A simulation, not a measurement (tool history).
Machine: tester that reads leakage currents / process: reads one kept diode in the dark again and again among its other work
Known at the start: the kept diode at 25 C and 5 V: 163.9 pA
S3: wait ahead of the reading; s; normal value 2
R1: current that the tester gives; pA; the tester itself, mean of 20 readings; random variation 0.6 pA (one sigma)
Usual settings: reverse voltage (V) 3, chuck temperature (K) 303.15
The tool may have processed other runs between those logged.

Run 1, hour 0: usual settings. Result: R1 199.6 pA.
Run 2, hour 176.2: usual settings. Result: R1 199.88 pA.
Run 3, hour 342.2: usual settings. Result: R1 198.98 pA.
Run 4, hour 431.7: usual settings but chuck temperature (K) 293.15. Result: R1 85.01 pA.
Run 5, hour 630.3: usual settings but reverse voltage (V) 10.3, chuck temperature (K) 293.15. Result: R1 147.15 pA.
Run 6, hour 806.6: usual settings. Result: R1 199.05 pA.
Run 7, hour 969.9: usual settings but chuck temperature (K) 302.15. Result: R1 184.02 pA.
Run 8, hour 1123.1: usual settings but chuck temperature (K) 302.15. Result: R1 183.08 pA.
Run 9, hour 1287.8: usual settings but chuck temperature (K) 302.15. Result: R1 183.63 pA.
Run 10, hour 1423.5: usual settings. Result: R1 198.48 pA.
Run 11, hour 1510.1: usual settings. Result: R1 198.43 pA.
At hour 1566.5: chuck's temperature calibrated.
Run 12, hour 1725: usual settings but reverse voltage (V) 2.14. Result: R1 171.03 pA.
Run 13, hour 1887.8: usual settings but reverse voltage (V) 2.14, S3 5.03 s. Result: R1 171.42 pA.
Run 14, hour 1978.2: usual settings but reverse voltage (V) 2.14, S3 5.03 s. Result: R1 170.58 pA.
Run 15, hour 2076: usual settings but reverse voltage (V) 2.14, S3 5.03 s. Result: R1 171.75 pA.
Run 16, hour 2183.7: usual settings but reverse voltage (V) 2.14, S3 5.03 s. Result: R1 171.75 pA.
Run 17, hour 2355.7: usual settings but reverse voltage (V) 2.14, S3 5.03 s. Result: R1 170.79 pA.
Run 18, hour 2552.4: usual settings but reverse voltage (V) 2.14, chuck temperature (K) 319.15, S3 5.03 s. Result: R1 601.59 pA.
Run 19, hour 2707.2: usual settings but chuck temperature (K) 321.15. Result: R1 807.3 pA.
Run 20, hour 2888.2: usual settings but S3 4.85 s. Result: R1 199.5 pA.
Run 21, hour 3039.9: usual settings but reverse voltage (V) 13.52, S3 1.1 s. Result: R1 386.45 pA.
Run 22, hour 3238.2: usual settings but reverse voltage (V) 4.7, chuck temperature (K) 307.15. Result: R1 336.17 pA.
Run 23, hour 3325.3: usual settings but chuck temperature (K) 295.15, S3 0.75 s. Result: R1 101.22 pA.
Run 24, hour 3416.1: usual settings but chuck temperature (K) 298.15, S3 0.75 s. Result: R1 130.92 pA.
At hour 3566.6: chuck's temperature calibrated.
Run 25, hour 3598.7: usual settings but S3 0.75 s. Result: R1 199.14 pA.
Run 26, hour 3713.1: usual settings but chuck temperature (K) 306.15, S3 0.47 s. Result: R1 254.78 pA.
At hour 3795.6: probe card cleaned and baked.
Run 27, hour 3928.1: usual settings but chuck temperature (K) 306.15, S3 0.47 s. Result: R1 254.27 pA.
Run 28, hour 4038: usual settings but chuck temperature (K) 306.15, S3 0.47 s. Result: R1 253.33 pA.
Run 29, hour 4230.5: usual settings but chuck temperature (K) 306.15, S3 0.47 s. Result: R1 255.88 pA.
Run 30, hour 4425.8: usual settings but chuck temperature (K) 306.15, S3 0.47 s. Result: R1 254.59 pA.
Run 31, hour 4515.4: usual settings but reverse voltage (V) 1.99, chuck temperature (K) 300.15, S3 0.71 s. Result: R1 130.4 pA.
Run 32, hour 4695.4: usual settings but reverse voltage (V) 1.99, chuck temperature (K) 300.15, S3 2.58 s. Result: R1 130.45 pA.
Run 33, hour 4903.5: usual settings but reverse voltage (V) 2.15, S3 0.56 s. Result: R1 172.59 pA.
Run 34, hour 4998.9: usual settings but reverse voltage (V) 2.15, S3 0.56 s. Result: R1 172.43 pA.
Run 35, hour 5093.9: usual settings but reverse voltage (V) 5.17, S3 1.33 s. Result: R1 252.7 pA.
Run 36, hour 5214.1: usual settings but reverse voltage (V) 5.17, S3 1.33 s. Result: R1 254.43 pA.
Run 37, hour 5415.4: usual settings but reverse voltage (V) 7.01, chuck temperature (K) 320.15, S3 0.54 s. Result: R1 1085.87 pA.
Run 38, hour 5527.7: usual settings but reverse voltage (V) 1.42. Result: R1 142.27 pA.
At hour 5570.8: chuck's temperature calibrated.
Run 39, hour 5723.1: usual settings but reverse voltage (V) 1.42. Result: R1 142.9 pA.

What would each run have given without the hidden state, its run-to-run variation left as it was?
What the log doesn't record here: stray current of the dirty probe card, pA a volt; current scale over the true one, %; true chuck temperature over the reading, C; drift of the gauge itself on leakage_pa, %.
run       R1
  1   199.59
  2   199.89
  3      199
  4    85.03
  5   147.17
  6   199.11
  7   184.09
  8   183.16
  9   183.73
 10    198.6
 11   198.56
 12   171.01
 13   171.41
 14   170.58
 15   171.76
 16   171.77
 17   170.82
 18   601.76
 19   807.57
 20   199.59
 21    386.6
 22   336.36
 23   101.28
 24   131.01
 25   199.11
 26   254.76
 27   254.28
 28   253.36
 29   255.93
 30   254.67
 31   130.44
 32   130.51
 33   172.69
 34   172.53
 35   252.86
 36    254.6
 37  1086.63
 38   142.39
 39    142.9
